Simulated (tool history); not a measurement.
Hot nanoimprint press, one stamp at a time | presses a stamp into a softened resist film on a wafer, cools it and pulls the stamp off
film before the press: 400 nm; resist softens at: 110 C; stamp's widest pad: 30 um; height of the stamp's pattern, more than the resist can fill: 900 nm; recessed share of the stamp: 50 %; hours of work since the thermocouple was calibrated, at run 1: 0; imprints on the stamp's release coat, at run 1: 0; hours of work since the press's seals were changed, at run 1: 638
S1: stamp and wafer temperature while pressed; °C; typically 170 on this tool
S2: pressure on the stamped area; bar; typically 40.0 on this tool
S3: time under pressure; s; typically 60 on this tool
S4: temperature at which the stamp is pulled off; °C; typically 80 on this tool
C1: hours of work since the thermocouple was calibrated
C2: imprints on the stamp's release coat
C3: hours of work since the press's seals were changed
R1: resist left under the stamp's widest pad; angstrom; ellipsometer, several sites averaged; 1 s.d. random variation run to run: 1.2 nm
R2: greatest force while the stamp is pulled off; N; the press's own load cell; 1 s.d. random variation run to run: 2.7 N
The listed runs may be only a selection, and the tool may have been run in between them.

run 1 hour=0.0 | S1=170 S2=40.0 S3=60 S4=80 | C1=0 C2=0 C3=638 | R1=1863 R2=127
run 2 hour=26.1 | S1=170 S2=40.0 S3=60 S4=80 | C1=18 C2=122 C3=656 | R1=1854 R2=126
run 3 hour=80.1 | S1=170 S2=40.0 S3=60 S4=80 | C1=55 C2=374 C3=693 | R1=1860 R2=122
run 4 hour=140.5 | S1=170 S2=40.0 S3=60 S4=86 | C1=96 C2=655 C3=734 | R1=1870 R2=107
run 5 hour=166.0 | S1=170 S2=40.0 S3=60 S4=86 | C1=113 C2=774 C3=751 | R1=1865 R2=109
run 6 hour=192.5 | S1=170 S2=40.0 S3=60 S4=86 | C1=131 C2=898 C3=770 | R1=1869 R2=111
run 7 hour=249.2 | S1=170 S2=40.0 S3=60 S4=80 | C1=170 C2=1162 C3=808 | R1=1864 R2=130
run 8 hour=299.1 | S1=170 S2=40.0 S3=60 S4=80 | C1=204 C2=1395 C3=842 | R1=1857 R2=125
run 9 hour=326.9 | S1=170 S2=40.0 S3=60 S4=80 | C1=223 C2=1524 C3=861 | R1=1904 R2=129
run 10 hour=378.9 | S1=170 S2=40.0 S3=88 S4=80 | C1=259 C2=1767 C3=897 | R1=1615 R2=126
-- hour=409.2 stamp cleaned and given a new release coat
-- hour=417.4 plate thermocouple calibrated
run 11 hour=435.3 | S1=170 S2=40.0 S3=78 S4=80 | C1=12 C2=107 C3=929 | R1=1693 R2=124
run 12 hour=483.0 | S1=170 S2=40.0 S3=78 S4=80 | C1=45 C2=330 C3=962 | R1=1666 R2=130
run 13 hour=510.2 | S1=170 S2=40.0 S3=78 S4=80 | C1=63 C2=457 C3=980 | R1=1681 R2=125
run 14 hour=537.8 | S1=170 S2=40.0 S3=78 S4=80 | C1=82 C2=586 C3=999 | R1=1688 R2=132
run 15 hour=565.8 | S1=170 S2=40.0 S3=78 S4=80 | C1=101 C2=716 C3=1018 | R1=1691 R2=124
run 16 hour=623.2 | S1=170 S2=40.0 S3=78 S4=80 | C1=141 C2=984 C3=1058 | R1=1695 R2=124
run 17 hour=654.1 | S1=170 S2=40.0 S3=78 S4=80 | C1=162 C2=1128 C3=1079 | R1=1689 R2=123
run 18 hour=691.3 | S1=170 S2=27.2 S3=58 S4=74 | C1=187 C2=1301 C3=1104 | R1=2192 R2=142
run 19 hour=740.3 | S1=166 S2=40.0 S3=60 S4=67 | C1=221 C2=1530 C3=1138 | R1=2139 R2=165
run 20 hour=798.3 | S1=170 S2=40.0 S3=60 S4=71 | C1=260 C2=1800 C3=1177 | R1=1883 R2=157
-- hour=822.2 stamp cleaned and given a new release coat
-- hour=832.7 plate thermocouple calibrated
run 21 hour=846.2 | S1=170 S2=40.0 S3=60 S4=71 | C1=9 C2=98 C3=1204 | R1=1881 R2=155
run 22 hour=901.2 | S1=170 S2=40.0 S3=60 S4=71 | C1=47 C2=354 C3=1241 | R1=1882 R2=148
run 23 hour=941.4 | S1=170 S2=40.0 S3=60 S4=71 | C1=74 C2=542 C3=1269 | R1=1862 R2=156
run 24 hour=994.9 | S1=162 S2=54.8 S3=101 S4=65 | C1=111 C2=791 C3=1305 | R1=1777 R2=173
-- hour=1041.8 press's hydraulic seals changed and the load cell set to zero
run 25 hour=1047.2 | S1=162 S2=54.8 S3=101 S4=65 | C1=141 C2=998 C3=4 | R1=1780 R2=173
run 26 hour=1092.2 | S1=162 S2=27.4 S3=101 S4=83 | C1=172 C2=1208 C3=34 | R1=2305 R2=117
run 27 hour=1137.1 | S1=162 S2=27.4 S3=101 S4=83 | C1=202 C2=1417 C3=65 | R1=2319 R2=122
run 28 hour=1169.0 | S1=170 S2=25.4 S3=60 S4=79 | C1=224 C2=1566 C3=87 | R1=2220 R2=130
run 29 hour=1194.0 | S1=170 S2=25.4 S3=60 S4=79 | C1=241 C2=1682 C3=104 | R1=2214 R2=129

Below are 3 alternative next runs, each starting from the tool's condition after run 29. Predict each:
-- hour=1243.8 stamp cleaned and given a new release coat
-- hour=1258.3 plate thermocouple calibrated
run A hour=1263.0 | S1=170 S2=25.4 S3=82 S4=67 | C1=3 C2=75 C3=145 | R1=? R2=?
-- hour=1243.8 stamp cleaned and given a new release coat
-- hour=1258.3 plate thermocouple calibrated
run B hour=1263.0 | S1=170 S2=40.0 S3=83 S4=77 | C1=3 C2=75 C3=145 | R1=? R2=?
-- hour=1243.8 stamp cleaned and given a new release coat
-- hour=1258.3 plate thermocouple calibrated
run C hour=1263.0 | S1=165 S2=40.0 S3=52 S4=70 | C1=3 C2=75 C3=145 | R1=? R2=?

run=A R1=1986 R2=169
run=B R1=1650 R2=134
run=C R1=2315 R2=157
With no hidden state in the tool, these same runs would have given:
run=A R1=1986 R2=169
run=B R1=1650 R2=134
run=C R1=2315 R2=157
